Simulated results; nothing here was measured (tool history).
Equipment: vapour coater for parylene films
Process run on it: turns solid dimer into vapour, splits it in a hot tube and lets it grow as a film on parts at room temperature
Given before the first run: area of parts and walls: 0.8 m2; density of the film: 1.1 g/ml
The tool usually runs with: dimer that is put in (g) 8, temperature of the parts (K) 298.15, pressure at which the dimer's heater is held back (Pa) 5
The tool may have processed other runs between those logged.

| run | hour | dimer that is put in (g) | temperature of the parts (K) | pressure at which the dimer's heater is held back (Pa) | thickness of the film (µm) |
|---|---|---|---|---|---|
| 1 | 0 | 8 | 298.15 | 5 | 5.26 |
| 2 | 44 | 8 | 298.15 | 5 | 5.15 |
| 3 | 88.5 | 4 | 298.15 | 5 | 2.59 |
| 4 | 132.7 | 4 | 298.15 | 5 | 2.56 |
| 5 | 169.8 | 8 | 298.15 | 5 | 5.21 |
| 6 | 199.4 | 8 | 298.15 | 5 | 5.15 |
| 7 | 221.2 | 8 | 298.15 | 5 | 5.16 |
|  | 232.9 | trap's valve overhauled |
| 8 | 246.7 | 9 | 296.15 | 5 | 6.44 |
| 9 | 290.9 | 9 | 296.15 | 5 | 6.31 |
| 10 | 327.4 | 9 | 296.15 | 2.15 | 7.19 |
| 11 | 352.2 | 6 | 290.15 | 4.34 | 5.24 |

Each row is a separate what-if for the run after 11, all from the same tool condition, not one after another. Results?
| A | 385.4 | 8 | 291.15 | 2.91 | ? |
| B | 385.4 | 4 | 298.15 | 5 | ? |
| C | 385.4 | 5 | 296.15 | 8.45 | ? |

| run | thickness of the film (µm) |
|---|---|
| A | 7.14 |
| B | 2.69 |
| C | 3.28 |
Without the tool's hidden state the same runs would have given:
| run | thickness of the film (µm) |
|---|---|
| A | 7.38 |
| B | 2.78 |
| C | 3.39 |

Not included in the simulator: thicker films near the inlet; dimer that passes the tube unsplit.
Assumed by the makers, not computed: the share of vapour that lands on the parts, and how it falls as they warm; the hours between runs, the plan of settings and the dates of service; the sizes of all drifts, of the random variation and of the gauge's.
